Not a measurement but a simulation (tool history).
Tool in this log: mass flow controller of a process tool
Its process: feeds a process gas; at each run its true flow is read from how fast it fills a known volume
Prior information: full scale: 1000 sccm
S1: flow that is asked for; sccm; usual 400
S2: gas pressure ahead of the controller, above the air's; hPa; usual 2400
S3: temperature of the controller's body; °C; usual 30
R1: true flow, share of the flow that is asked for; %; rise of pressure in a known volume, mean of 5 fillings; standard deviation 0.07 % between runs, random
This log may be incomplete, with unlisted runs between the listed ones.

run 1 day=0 | S1=400 S2=2400 S3=30 | R1=101.76
run 2 day=7.717 | S1=400 S2=2400 S3=30 | R1=101.73
run 3 day=15.542 | S1=400 S2=2400 S3=30 | R1=101.79
run 4 day=24.746 | S1=400 S2=2400 S3=30 | R1=101.82
run 5 day=31.808 | S1=400 S2=2400 S3=30 | R1=101.81
run 6 day=40.462 | S1=400 S2=2400 S3=30 | R1=101.88
run 7 day=52.662 | S1=400 S2=2400 S3=30 | R1=101.78
-- day=55.25 controller's zero set anew
run 8 day=67.112 | S1=400 S2=2400 S3=30 | R1=102.43
run 9 day=73.596 | S1=400 S2=2400 S3=30 | R1=102.49
run 10 day=80.079 | S1=400 S2=2310 S3=30 | R1=102.4
run 11 day=87.158 | S1=400 S2=2400 S3=37 | R1=101.86
run 12 day=97.754 | S1=400 S2=2400 S3=37 | R1=102.04
run 13 day=108.962 | S1=400 S2=2400 S3=28 | R1=102.8
run 14 day=118.071 | S1=400 S2=2400 S3=30 | R1=102.71
-- day=119.888 controller's zero set anew, once more
run 15 day=127.85 | S1=400 S2=2400 S3=30 | R1=100.88
run 16 day=135.321 | S1=400 S2=2400 S3=23 | R1=101.62
run 17 day=150.292 | S1=400 S2=2400 S3=30 | R1=101.03
run 18 day=158.333 | S1=400 S2=2400 S3=30 | R1=100.98
run 19 day=172.633 | S1=400 S2=2360 S3=30 | R1=101.04
run 20 day=184.229 | S1=400 S2=2360 S3=30 | R1=101.15
run 21 day=195.129 | S1=400 S2=2360 S3=30 | R1=101.13
run 22 day=207.817 | S1=400 S2=2360 S3=30 | R1=101.21
run 23 day=220.475 | S1=400 S2=2360 S3=30 | R1=101.36
run 24 day=228.675 | S1=400 S2=2400 S3=30 | R1=101.44
run 25 day=238.267 | S1=400 S2=2460 S3=30 | R1=101.41
run 26 day=247.983 | S1=126 S2=2400 S3=20 | R1=102.68
run 27 day=256.929 | S1=126 S2=2400 S3=20 | R1=102.79
run 28 day=271.642 | S1=126 S2=2400 S3=20 | R1=102.82
run 29 day=286.742 | S1=126 S2=2400 S3=20 | R1=103.13
run 30 day=299.108 | S1=512 S2=2110 S3=22 | R1=102.23
run 31 day=308.746 | S1=400 S2=2400 S3=36 | R1=101.17
run 32 day=316.183 | S1=685 S2=1960 S3=36 | R1=101.16
run 33 day=327.379 | S1=112 S2=2400 S3=25 | R1=103.17
run 34 day=334.354 | S1=213 S2=2400 S3=24 | R1=102.61
run 35 day=345.412 | S1=213 S2=2400 S3=24 | R1=102.61
run 36 day=358 | S1=213 S2=2400 S3=24 | R1=102.85
run 37 day=365.796 | S1=213 S2=2400 S3=24 | R1=102.85
run 38 day=378.746 | S1=549 S2=2180 S3=33 | R1=101.6
run 39 day=391.092 | S1=549 S2=2180 S3=33 | R1=101.77
run 40 day=397.533 | S1=353 S2=2400 S3=28 | R1=102.29
run 41 day=405.433 | S1=353 S2=2400 S3=28 | R1=102.38
run 42 day=414.233 | S1=363 S2=2400 S3=30 | R1=102.23
run 43 day=426.962 | S1=268 S2=2520 S3=26 | R1=103.02
run 44 day=434.388 | S1=978 S2=2020 S3=23 | R1=103.14
run 45 day=447.875 | S1=212 S2=2020 S3=22 | R1=103.44
run 46 day=459.888 | S1=212 S2=2020 S3=22 | R1=103.35
run 47 day=469.504 | S1=225 S2=2400 S3=27 | R1=103.29
run 48 day=477.175 | S1=227 S2=2400 S3=27 | R1=103.29
run 49 day=491.875 | S1=361 S2=2400 S3=26 | R1=103.2

Each row is a separate what-if for the run after 49, all from the same tool condition, not one after another. Results?
run A day=498.138 | S1=765 S2=2300 S3=22 | R1=?
run B day=498.138 | S1=400 S2=2420 S3=30 | R1=?
run C day=498.138 | S1=400 S2=2400 S3=30 | R1=?

run=A R1=103.54
run=B R1=102.71
run=C R1=102.78
Stripped of hidden state, with their random variation kept, the same runs would have yielded:
run=A R1=100.21
run=B R1=98.94
run=C R1=99.01
